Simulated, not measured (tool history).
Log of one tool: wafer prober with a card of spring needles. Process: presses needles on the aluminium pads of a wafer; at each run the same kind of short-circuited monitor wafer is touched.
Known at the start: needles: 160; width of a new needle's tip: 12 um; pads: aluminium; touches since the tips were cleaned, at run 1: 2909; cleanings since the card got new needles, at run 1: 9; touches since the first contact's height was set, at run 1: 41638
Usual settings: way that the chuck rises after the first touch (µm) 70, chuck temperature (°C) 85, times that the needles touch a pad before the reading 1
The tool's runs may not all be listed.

run,hour,way that the chuck rises after the first touch (µm),chuck temperature (°C),times that the needles touch a pad before the reading,touches since the tips were cleaned,cleanings since the card got new needles,touches since the first contact's height was set,resistance of one needle with its contact and lead (mohm),way that a needle slides on the pad (µm)
1,0.0,70,85,1,2909,9,41638,200,16.27
# hour 2.4: tips cleaned on abrasive film
2,9.3,70,85,1,2916,10,45536,197,16.29
# hour 11.3: tips cleaned on abrasive film
3,13.3,70,85,1,844,11,47197,161,16.24
# hour 20.2: tips cleaned on abrasive film
4,20.5,70,85,2,104,12,50222,124,16.22
# hour 29.3: tips cleaned on abrasive film
5,29.9,70,85,2,269,13,54200,131,16.17
6,37.7,86,85,1,3588,13,57519,199,19.97
# hour 38.2: tips cleaned on abrasive film
7,43.4,70,85,1,2208,14,59909,187,16.22
# hour 47.3: tips cleaned on abrasive film
8,47.7,70,85,1,138,15,61685,132,16.17
# hour 56.7: tips cleaned on abrasive film
9,57.0,70,85,2,143,16,65630,127,16.14
10,64.8,70,85,2,3444,16,68931,170,16.14
# hour 65.9: tips cleaned on abrasive film
11,70.5,70,66,1,1986,17,71342,187,16.11
# hour 74.7: tips cleaned on abrasive film
12,79.7,70,85,1,2101,18,75183,186,16.14
# hour 83.6: tips cleaned on abrasive film
13,85.9,76,85,1,960,19,77783,164,17.48
# hour 92.7: tips cleaned on abrasive film
14,92.7,78,85,1,0,20,80667,120,17.95
# hour 101.8: tips cleaned on abrasive film
15,102.2,78,85,1,169,21,84640,135,17.95
16,107.4,68,74,1,2418,21,86889,194,15.60
# hour 110.6: tips cleaned on abrasive film
17,115.2,54,74,2,1942,22,90144,167,12.34
# hour 119.4: tips cleaned on abrasive film
18,120.7,54,74,2,530,23,92448,142,12.31
# hour 128.7: tips cleaned on abrasive film
19,128.8,54,74,2,65,24,95876,127,12.29
20,137.2,54,56,2,3616,24,99427,180,12.30
# hour 137.7: tips cleaned on abrasive film
21,143.6,70,29,1,2496,25,102114,183,15.97
# hour 146.9: tips cleaned on abrasive film
22,148.6,70,29,1,730,26,104210,147,16.02
23,153.9,70,29,1,2970,26,106450,190,16.02
# hour 156.1: tips cleaned on abrasive film
24,161.2,88,69,1,2158,27,109517,178,20.19
# hour 165.2: tips cleaned on abrasive film
25,165.2,57,70,2,0,28,111182,122,12.93
26,169.8,54,30,2,1965,28,113147,166,12.24
# hour 174.5: tips cleaned on abrasive film
27,176.1,50,91,2,685,29,115809,152,11.31
# hour 183.6: tips cleaned on abrasive film
28,183.9,50,106,1,133,30,119092,147,11.30
# hour 192.8: tips cleaned on abrasive film
29,193.3,50,106,1,211,31,123027,148,11.24

How the hidden state differs across the entries between the runs, from the last listed run before each to the first after it:
Between runs 1 and 2: tips cleaned on abrasive film (hour 2.4)
  way that the needles fall short of the set height, um: 0.57 -> 0.61; tips' diameter, um: 12.2 -> 12.21
  measured less the result without the state, resistance of one needle with its contact and lead (mohm): +80 -> +79; way that a needle slides on the pad (µm): -0.13 -> -0.14
Between runs 2 and 3: tips cleaned on abrasive film (hour 11.3)
  debris on the tips, nm: 162.4 -> 86; way that the needles fall short of the set height, um: 0.61 -> 0.68; tips' diameter, um: 12.21 -> 12.24
  measured less the result without the state, resistance of one needle with its contact and lead (mohm): +79 -> +43; way that a needle slides on the pad (µm): -0.14 -> -0.16
Between runs 3 and 4: tips cleaned on abrasive film (hour 20.2)
  debris on the tips, nm: 86 -> 18.5; way that the needles fall short of the set height, um: 0.68 -> 0.75; tips' diameter, um: 12.24 -> 12.26
  measured less the result without the state, resistance of one needle with its contact and lead (mohm): +43 -> +5; way that a needle slides on the pad (µm): -0.16 -> -0.18
Between runs 4 and 5: tips cleaned on abrasive film (hour 29.3)
  debris on the tips, nm: 18.5 -> 44.8; way that the needles fall short of the set height, um: 0.75 -> 0.82; tips' diameter, um: 12.26 -> 12.29
  measured less the result without the state, resistance of one needle with its contact and lead (mohm): +5 -> +13; way that a needle slides on the pad (µm): -0.18 -> -0.19
Between runs 6 and 7: tips cleaned on abrasive film (hour 38.2)
  debris on the tips, nm: 172.9 -> 140.6; way that the needles fall short of the set height, um: 0.82 -> 0.88; tips' diameter, um: 12.29 -> 12.31
  measured less the result without the state, resistance of one needle with its contact and lead (mohm): +79 -> +68; way that a needle slides on the pad (µm): -0.19 -> -0.20
Between runs 7 and 8: tips cleaned on abrasive film (hour 47.3)
  debris on the tips, nm: 140.6 -> 22.1; way that the needles fall short of the set height, um: 0.88 -> 0.96; tips' diameter, um: 12.31 -> 12.33
  measured less the result without the state, resistance of one needle with its contact and lead (mohm): +68 -> +10; way that a needle slides on the pad (µm): -0.20 -> -0.22
Between runs 8 and 9: tips cleaned on abrasive film (hour 56.7)
  debris on the tips, nm: 22.1 -> 27.6; way that the needles fall short of the set height, um: 0.96 -> 1.01; tips' diameter, um: 12.33 -> 12.35
  measured less the result without the state, resistance of one needle with its contact and lead (mohm): +10 -> +8; way that a needle slides on the pad (µm): -0.22 -> -0.24
Between runs 10 and 11: tips cleaned on abrasive film (hour 65.9)
  debris on the tips, nm: 168.4 -> 137.9; way that the needles fall short of the set height, um: 1.01 -> 1.09; tips' diameter, um: 12.35 -> 12.38
  measured less the result without the state, resistance of one needle with its contact and lead (mohm): +49 -> +68; way that a needle slides on the pad (µm): -0.23 -> -0.26
Between runs 11 and 12: tips cleaned on abrasive film (hour 74.7)
  debris on the tips, nm: 137.9 -> 138.6; way that the needles fall short of the set height, um: 1.09 -> 1.16; tips' diameter, um: 12.38 -> 12.4
  measured less the result without the state, resistance of one needle with its contact and lead (mohm): +68 -> +67; way that a needle slides on the pad (µm): -0.26 -> -0.27
Between runs 12 and 13: tips cleaned on abrasive film (hour 83.6)
  debris on the tips, nm: 138.6 -> 95.4; way that the needles fall short of the set height, um: 1.16 -> 1.2; tips' diameter, um: 12.4 -> 12.42
  measured less the result without the state, resistance of one needle with its contact and lead (mohm): +67 -> +44; way that a needle slides on the pad (µm): -0.27 -> -0.29
Between runs 13 and 14: tips cleaned on abrasive film (hour 92.7)
  debris on the tips, nm: 95.4 -> 8.9; way that the needles fall short of the set height, um: 1.2 -> 1.24; tips' diameter, um: 12.42 -> 12.44
  measured less the result without the state, resistance of one needle with its contact and lead (mohm): +44 -> +4; way that a needle slides on the pad (µm): -0.29 -> -0.30
Between runs 14 and 15: tips cleaned on abrasive film (hour 101.8)
  debris on the tips, nm: 8.9 -> 34.4; way that the needles fall short of the set height, um: 1.24 -> 1.3; tips' diameter, um: 12.44 -> 12.45
  measured less the result without the state, resistance of one needle with its contact and lead (mohm): +4 -> +15; way that a needle slides on the pad (µm): -0.30 -> -0.30
Between runs 16 and 17: tips cleaned on abrasive film (hour 110.6)
  debris on the tips, nm: 152.9 -> 129.2; way that the needles fall short of the set height, um: 1.3 -> 1.37; tips' diameter, um: 12.45 -> 12.48
  measured less the result without the state, resistance of one needle with its contact and lead (mohm): +75 -> +48; way that a needle slides on the pad (µm): -0.30 -> -0.32
Between runs 17 and 18: tips cleaned on abrasive film (hour 119.4)
  debris on the tips, nm: 129.2 -> 58.8; way that the needles fall short of the set height, um: 1.37 -> 1.42; tips' diameter, um: 12.48 -> 12.5
  measured less the result without the state, resistance of one needle with its contact and lead (mohm): +48 -> +22; way that a needle slides on the pad (µm): -0.32 -> -0.34
Between runs 18 and 19: tips cleaned on abrasive film (hour 128.7)
  debris on the tips, nm: 58.8 -> 21.1; way that the needles fall short of the set height, um: 1.42 -> 1.5; tips' diameter, um: 12.5 -> 12.52
  measured less the result without the state, resistance of one needle with its contact and lead (mohm): +22 -> +8; way that a needle slides on the pad (µm): -0.34 -> -0.35
Between runs 20 and 21: tips cleaned on abrasive film (hour 137.7)
  debris on the tips, nm: 167.9 -> 150.1; way that the needles fall short of the set height, um: 1.5 -> 1.56; tips' diameter, um: 12.52 -> 12.55
  measured less the result without the state, resistance of one needle with its contact and lead (mohm): +64 -> +71; way that a needle slides on the pad (µm): -0.35 -> -0.37
Between runs 21 and 22: tips cleaned on abrasive film (hour 146.9)
  debris on the tips, nm: 150.1 -> 71.7; way that the needles fall short of the set height, um: 1.56 -> 1.61; tips' diameter, um: 12.55 -> 12.56
  measured less the result without the state, resistance of one needle with its contact and lead (mohm): +71 -> +34; way that a needle slides on the pad (µm): -0.37 -> -0.37
Between runs 23 and 24: tips cleaned on abrasive film (hour 156.1)
  debris on the tips, nm: 160.9 -> 143.7; way that the needles fall short of the set height, um: 1.61 -> 1.65; tips' diameter, um: 12.56 -> 12.58
  measured less the result without the state, resistance of one needle with its contact and lead (mohm): +77 -> +62; way that a needle slides on the pad (µm): -0.37 -> -0.39
Between runs 24 and 25: tips cleaned on abrasive film (hour 165.2)
  debris on the tips, nm: 143.7 -> 14.3; way that the needles fall short of the set height, um: 1.65 -> 1.7; tips' diameter, um: 12.58 -> 12.59
  measured less the result without the state, resistance of one needle with its contact and lead (mohm): +62 -> +5; way that a needle slides on the pad (µm): -0.39 -> -0.40
Between runs 26 and 27: tips cleaned on abrasive film (hour 174.5)
  debris on the tips, nm: 138.2 -> 70.9; way that the needles fall short of the set height, um: 1.7 -> 1.77; tips' diameter, um: 12.59 -> 12.62
  measured less the result without the state, resistance of one needle with its contact and lead (mohm): +54 -> +30; way that a needle slides on the pad (µm): -0.39 -> -0.41
Between runs 27 and 28: tips cleaned on abrasive film (hour 183.6)
  debris on the tips, nm: 70.9 -> 32.1; way that the needles fall short of the set height, um: 1.77 -> 1.83; tips' diameter, um: 12.62 -> 12.64
  measured less the result without the state, resistance of one needle with its contact and lead (mohm): +30 -> +22; way that a needle slides on the pad (µm): -0.41 -> -0.43
Between runs 28 and 29: tips cleaned on abrasive film (hour 192.8)
  debris on the tips, nm: 32.1 -> 37.3; way that the needles fall short of the set height, um: 1.83 -> 1.88; tips' diameter, um: 12.64 -> 12.66
  measured less the result without the state, resistance of one needle with its contact and lead (mohm): +22 -> +26; way that a needle slides on the pad (µm): -0.43 -> -0.44
